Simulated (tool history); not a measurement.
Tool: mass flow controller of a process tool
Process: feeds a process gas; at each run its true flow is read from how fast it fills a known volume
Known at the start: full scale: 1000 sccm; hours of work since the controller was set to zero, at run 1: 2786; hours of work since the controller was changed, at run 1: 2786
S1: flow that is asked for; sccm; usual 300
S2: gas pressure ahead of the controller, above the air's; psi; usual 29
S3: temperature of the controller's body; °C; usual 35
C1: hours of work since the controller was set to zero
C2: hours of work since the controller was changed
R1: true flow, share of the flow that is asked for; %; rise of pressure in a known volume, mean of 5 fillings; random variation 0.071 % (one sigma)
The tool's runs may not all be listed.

Run 1, hour 0: usual settings; C1 2786; C2 2786. Result: R1 99.38 %.
Run 2, hour 332.2: usual settings but S3 28 °C; C1 3012; C2 3012. Result: R1 99.67 %.
Run 3, hour 692: usual settings but S2 26.8 psi; C1 3257; C2 3257. Result: R1 99.58 %.
Run 4, hour 1076.7: usual settings but S2 26.8 psi; C1 3520; C2 3520. Result: R1 99.76 %.
Run 5, hour 1297.1: usual settings but S2 26.8 psi; C1 3670; C2 3670. Result: R1 99.74 %.
Run 6, hour 1749.9: usual settings but S2 26.8 psi; C1 3978; C2 3978. Result: R1 99.74 %.
Run 7, hour 1984.6: usual settings but S2 36.8 psi; C1 4138; C2 4138. Result: R1 100.07 %.
Run 8, hour 2446.1: usual settings but S2 36.8 psi; C1 4453; C2 4453. Result: R1 100.17 %.
Run 9, hour 2804.6: usual settings but S1 212 sccm, S2 30.3 psi, S3 31 °C; C1 4697; C2 4697. Result: R1 100.22 %.
At hour 2860: controller's zero set anew.
Run 10, hour 3212.5: usual settings but S1 212 sccm, S2 30.3 psi, S3 31 °C; C1 240; C2 4975. Result: R1 100.28 %.
Run 11, hour 3436.5: usual settings but S2 21.5 psi; C1 393; C2 5127. Result: R1 100.1 %.
Run 12, hour 3922.6: usual settings but S1 232 sccm, S2 34.2 psi; C1 724; C2 5458. Result: R1 100.44 %.
Run 13, hour 4294.4: usual settings but S1 232 sccm, S2 34.2 psi; C1 977; C2 5712. Result: R1 100.53 %.
Run 14, hour 4631.1: usual settings but S1 232 sccm, S2 34.2 psi; C1 1207; C2 5941. Result: R1 100.6 %.
Run 15, hour 4842.2: usual settings but S2 33.6 psi; C1 1351; C2 6085. Result: R1 100.68 %.

5 ways to go on from here, each from the tool as it stands after run 15. What would each give?
Run A, hour 5164.2: usual settings but S1 245 sccm, S2 23.2 psi; C1 1570; C2 6305. Result: R1 ?.
Run B, hour 5164.2: usual settings but S1 474 sccm, S2 20.9 psi, S3 40 °C; C1 1570; C2 6305. Result: R1 ?.
Run C, hour 5164.2: usual settings but S1 222 sccm, S2 33.6 psi, S3 39 °C; C1 1570; C2 6305. Result: R1 ?.
Run D, hour 5164.2: usual settings but S1 286 sccm, S2 33.6 psi; C1 1570; C2 6305. Result: R1 ?.
Run E, hour 5164.2: usual settings but S1 386 sccm, S2 40.5 psi, S3 25 °C; C1 1570; C2 6305. Result: R1 ?.

run      R1
  A  100.49
  B  100.47
  C  100.49
  D  100.75
  E  101.16
Without the tool's hidden state the same runs would have given:
run     R1
  A  99.31
  B  99.28
  C   99.3
  D  99.56
  E  99.97

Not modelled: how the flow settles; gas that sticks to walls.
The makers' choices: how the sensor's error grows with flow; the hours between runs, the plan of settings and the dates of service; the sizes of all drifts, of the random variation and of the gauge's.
